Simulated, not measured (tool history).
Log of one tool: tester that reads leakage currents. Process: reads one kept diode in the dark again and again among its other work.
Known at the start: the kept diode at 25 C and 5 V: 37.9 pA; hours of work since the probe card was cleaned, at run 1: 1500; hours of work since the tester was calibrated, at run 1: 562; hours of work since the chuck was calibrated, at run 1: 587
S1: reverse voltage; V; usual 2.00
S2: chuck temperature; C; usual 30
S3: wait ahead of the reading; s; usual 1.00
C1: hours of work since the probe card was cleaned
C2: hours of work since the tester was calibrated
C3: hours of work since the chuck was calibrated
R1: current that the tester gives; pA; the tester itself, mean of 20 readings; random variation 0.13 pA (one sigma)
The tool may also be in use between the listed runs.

Run 1, hour 0.0: usual settings; C1 1500; C2 562; C3 587. Result: R1 43.72 pA.
Run 2, hour 19.6: usual settings but S3 5.64 s; C1 1516; C2 578; C3 602. Result: R1 43.03 pA.
Run 3, hour 54.4: usual settings; C1 1543; C2 605; C3 630. Result: R1 43.74 pA.
Run 4, hour 70.3: usual settings but S3 0.81 s; C1 1555; C2 618; C3 642. Result: R1 43.83 pA.
Run 5, hour 103.4: usual settings but S3 0.81 s; C1 1581; C2 644; C3 668. Result: R1 43.80 pA.
Run 6, hour 135.9: usual settings but S2 29 C; C1 1607; C2 669; C3 694. Result: R1 40.48 pA.
Run 7, hour 160.3: usual settings; C1 1626; C2 688; C3 713. Result: R1 44.03 pA.
Run 8, hour 187.7: usual settings; C1 1648; C2 710; C3 734. Result: R1 43.86 pA.
Run 9, hour 209.8: usual settings; C1 1665; C2 727; C3 752. Result: R1 43.67 pA.
Run 10, hour 242.6: usual settings but S1 4.30 V, S2 48 C; C1 1691; C2 753; C3 777. Result: R1 247.85 pA.
At hour 246.7: chuck's temperature calibrated.
Run 11, hour 262.6: usual settings but S1 7.71 V, S3 2.80 s; C1 1705; C2 767; C3 12. Result: R1 86.05 pA.
Run 12, hour 286.3: usual settings but S1 1.36 V, S2 33 C, S3 0.52 s; C1 1723; C2 786; C3 31. Result: R1 48.42 pA.
Run 13, hour 318.9: usual settings but S1 2.55 V, S2 41 C, S3 9.88 s; C1 1749; C2 811; C3 57. Result: R1 119.19 pA.
At hour 327.4: chuck's temperature calibrated, once more.
Run 14, hour 346.7: usual settings but S1 1.97 V, S2 29 C, S3 2.78 s; C1 1769; C2 831; C3 15. Result: R1 38.64 pA.
Run 15, hour 367.8: usual settings but S2 23 C; C1 1786; C2 848; C3 32. Result: R1 24.60 pA.
Run 16, hour 393.2: usual settings but S1 14.46 V, S3 0.35 s; C1 1806; C2 868; C3 52. Result: R1 125.02 pA.
Run 17, hour 414.8: usual settings but S2 51 C; C1 1823; C2 885; C3 69. Result: R1 213.46 pA.

Forecast each of these 3 alternatives for the next run:
Run A, hour 433.4: usual settings but S2 24 C, S3 0.75 s; C1 1837; C2 900; C3 83. Result: R1 ?.
Run B, hour 433.4: usual settings but S1 13.54 V; C1 1837; C2 900; C3 83. Result: R1 ?.
Run C, hour 433.4: usual settings but S2 29 C; C1 1837; C2 900; C3 83. Result: R1 ?.

run      R1
  A   27.06
  B  112.20
  C   39.65
Without the tool's hidden state the same runs would have given:
run     R1
  A  24.42
  B  94.67
  C  36.96
